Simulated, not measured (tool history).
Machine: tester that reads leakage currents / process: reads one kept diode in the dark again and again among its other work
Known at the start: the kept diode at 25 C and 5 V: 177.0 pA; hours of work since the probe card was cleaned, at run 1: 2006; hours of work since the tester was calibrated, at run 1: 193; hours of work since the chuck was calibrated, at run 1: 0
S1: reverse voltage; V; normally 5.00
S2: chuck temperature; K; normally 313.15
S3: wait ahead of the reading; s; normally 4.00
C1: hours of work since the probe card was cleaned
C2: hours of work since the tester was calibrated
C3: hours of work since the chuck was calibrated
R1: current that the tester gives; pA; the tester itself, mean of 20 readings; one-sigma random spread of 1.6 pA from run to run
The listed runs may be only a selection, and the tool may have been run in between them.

Run 1, day 0.000: usual settings; C1 2006; C2 193; C3 0. Result: R1 537.84 pA.
Run 2, day 1.467: usual settings; C1 2030; C2 217; C3 24. Result: R1 538.32 pA.
Run 3, day 2.529: usual settings; C1 2048; C2 235; C3 42. Result: R1 538.64 pA.
Run 4, day 4.108: usual settings but S3 2.17 s; C1 2074; C2 261; C3 68. Result: R1 535.28 pA.
Run 5, day 5.642: usual settings; C1 2099; C2 286; C3 93. Result: R1 536.62 pA.
Run 6, day 7.008: usual settings; C1 2122; C2 309; C3 115. Result: R1 535.75 pA.
Run 7, day 8.904: usual settings; C1 2153; C2 340; C3 146. Result: R1 532.23 pA.
Run 8, day 10.858: usual settings; C1 2185; C2 372; C3 179. Result: R1 534.03 pA.
Run 9, day 11.858: usual settings; C1 2201; C2 388; C3 195. Result: R1 529.69 pA.
Run 10, day 13.617: usual settings but S1 11.82 V, S2 294.15 K, S3 1.58 s; C1 2230; C2 417; C3 224. Result: R1 201.97 pA.
At day 13.858: probe card cleaned and baked.
Run 11, day 15.742: usual settings but S1 5.32 V, S2 294.15 K; C1 31; C2 450; C3 257. Result: R1 137.83 pA.
Run 12, day 17.958: usual settings but S1 2.11 V; C1 67; C2 487; C3 293. Result: R1 352.57 pA.
Run 13, day 18.971: usual settings but S2 305.15 K, S3 2.02 s; C1 84; C2 503; C3 310. Result: R1 301.33 pA.
Run 14, day 20.721: usual settings but S2 305.15 K, S3 2.02 s; C1 113; C2 532; C3 339. Result: R1 298.84 pA.
Run 15, day 22.817: usual settings but S2 305.15 K, S3 2.02 s; C1 147; C2 567; C3 373. Result: R1 298.64 pA.
Run 16, day 23.725: usual settings but S1 17.65 V, S2 305.15 K, S3 7.23 s; C1 162; C2 581; C3 388. Result: R1 547.38 pA.
Run 17, day 25.762: usual settings but S1 17.65 V, S2 305.15 K, S3 7.23 s; C1 196; C2 615; C3 422. Result: R1 546.40 pA.

Entry by entry between the runs, the difference in hidden state between the last listed run before and the first listed run after:
Logged between run 10 and run 11: probe card cleaned and baked (day 13.858)
  stray current of the dirty probe card, pA a volt: 0.875 -> 1.288; current scale over the true one, %: -0.12 -> -0.13; true chuck temperature over the reading, C: -0.22 -> -0.25
  measured result minus the result with no hidden state, R1: +6.58 -> +3.97 pA
